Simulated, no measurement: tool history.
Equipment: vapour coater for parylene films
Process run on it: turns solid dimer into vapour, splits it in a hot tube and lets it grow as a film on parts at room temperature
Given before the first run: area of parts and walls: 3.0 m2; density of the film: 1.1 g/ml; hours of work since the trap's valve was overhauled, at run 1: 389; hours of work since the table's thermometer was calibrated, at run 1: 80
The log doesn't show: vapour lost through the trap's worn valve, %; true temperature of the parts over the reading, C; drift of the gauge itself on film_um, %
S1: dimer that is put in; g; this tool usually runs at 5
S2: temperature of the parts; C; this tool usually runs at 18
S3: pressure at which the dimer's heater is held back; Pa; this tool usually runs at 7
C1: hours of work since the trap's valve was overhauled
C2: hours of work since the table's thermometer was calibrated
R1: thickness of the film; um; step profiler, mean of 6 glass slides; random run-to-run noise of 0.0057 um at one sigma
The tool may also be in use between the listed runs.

| run | hour | S1 | S2 | S3 | C1 | C2 | R1 |
|---|---|---|---|---|---|---|---|
| 1 | 0 | 5 | 18 | 7 | 389 | 80 | 0.639 |
| 2 | 16.2 | 5 | 18 | 7 | 397 | 88 | 0.619 |
| 3 | 29.1 | 5 | 18 | 7 | 403 | 94 | 0.624 |
| 4 | 52 | 5 | 18 | 7 | 413 | 104 | 0.615 |
|  | 54.7 | table's thermometer calibrated |
| 5 | 68.8 | 5 | 18 | 7 | 420 | 6 | 0.614 |
| 6 | 88 | 5 | 18 | 7 | 429 | 15 | 0.634 |
| 7 | 105.3 | 5 | 10 | 7 | 437 | 23 | 0.714 |
| 8 | 123.7 | 5 | 10 | 7.27 | 445 | 32 | 0.7 |
| 9 | 134.4 | 5 | 10 | 7.27 | 450 | 36 | 0.702 |
|  | 157 | table's thermometer calibrated, once more |
| 10 | 157 | 4 | 10 | 10.61 | 460 | 0 | 0.518 |
| 11 | 177.4 | 2 | 10 | 3.14 | 469 | 9 | 0.331 |
| 12 | 192 | 2 | 10 | 3.14 | 476 | 16 | 0.342 |

Each row is a separate what-if for the run after 12, all from the same tool condition, not one after another. Results?
| A | 208 | 3 | 12 | 3.14 | 483 | 23 | ? |
| B | 208 | 3 | 10 | 3.14 | 483 | 23 | ? |
| C | 208 | 5 | 15 | 7.58 | 483 | 23 | ? |
| D | 208 | 3 | 20 | 3.14 | 483 | 23 | ? |

| run | R1 |
|---|---|
| A | 0.486 |
| B | 0.507 |
| C | 0.641 |
| D | 0.433 |
Without the tool's hidden state the same runs would have given:
| run | R1 |
|---|---|
| A | 0.525 |
| B | 0.547 |
| C | 0.692 |
| D | 0.467 |

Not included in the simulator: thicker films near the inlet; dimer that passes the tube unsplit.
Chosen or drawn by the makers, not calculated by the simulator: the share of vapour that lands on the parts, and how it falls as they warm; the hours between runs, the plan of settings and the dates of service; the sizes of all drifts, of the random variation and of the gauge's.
